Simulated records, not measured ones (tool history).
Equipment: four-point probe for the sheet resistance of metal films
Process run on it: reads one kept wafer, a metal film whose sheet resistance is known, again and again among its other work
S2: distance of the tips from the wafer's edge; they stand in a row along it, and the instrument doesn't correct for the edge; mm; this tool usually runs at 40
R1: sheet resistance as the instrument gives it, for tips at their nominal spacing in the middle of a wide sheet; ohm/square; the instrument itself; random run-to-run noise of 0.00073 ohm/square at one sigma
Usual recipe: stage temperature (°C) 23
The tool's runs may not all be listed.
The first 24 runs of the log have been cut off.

Run 25, hour 352.6: usual settings but stage temperature (°C) 28. Result: R1 3.664164 ohm/square.
Run 26, hour 372: usual settings but stage temperature (°C) 20, S2 27 mm. Result: R1 3.645976 ohm/square.
Run 27, hour 384.7: usual settings but S2 5 mm. Result: R1 3.684961 ohm/square.
Run 28, hour 393.6: usual settings but stage temperature (°C) 32, S2 24 mm. Result: R1 3.671439 ohm/square.
Run 29, hour 405.4: usual settings but stage temperature (°C) 24, S2 5 mm. Result: R1 3.685485 ohm/square.
Run 30, hour 419.9: usual settings but stage temperature (°C) 34, S2 32 mm. Result: R1 3.674683 ohm/square.
Run 31, hour 430.5: usual settings but stage temperature (°C) 34, S2 32 mm. Result: R1 3.674494 ohm/square.
Run 32, hour 449.6: usual settings but stage temperature (°C) 32, S2 22 mm. Result: R1 3.672 ohm/square.
Run 33, hour 459.6: usual settings but stage temperature (°C) 34, S2 16 mm. Result: R1 3.675827 ohm/square.
Run 34, hour 469.2: usual settings but stage temperature (°C) 34, S2 16 mm. Result: R1 3.677011 ohm/square.
Run 35, hour 487.2: usual settings but stage temperature (°C) 34, S2 16 mm. Result: R1 3.676676 ohm/square.

3 ways to go on from here, each from the tool as it stands after run 35. What would each give?
Run A, hour 505.5: usual settings but stage temperature (°C) 20, S2 9 mm. Result: R1 ?.
Run B, hour 505.5: usual settings but stage temperature (°C) 32, S2 57 mm. Result: R1 ?.
Run C, hour 505.5: usual settings but stage temperature (°C) 27, S2 17 mm. Result: R1 ?.

run        R1
  A  3.654657
  B  3.668645
  C  3.661928
Without the tool's hidden state the same runs would have given:
run       R1
  A  3.63551
  B  3.64927
  C  3.64265
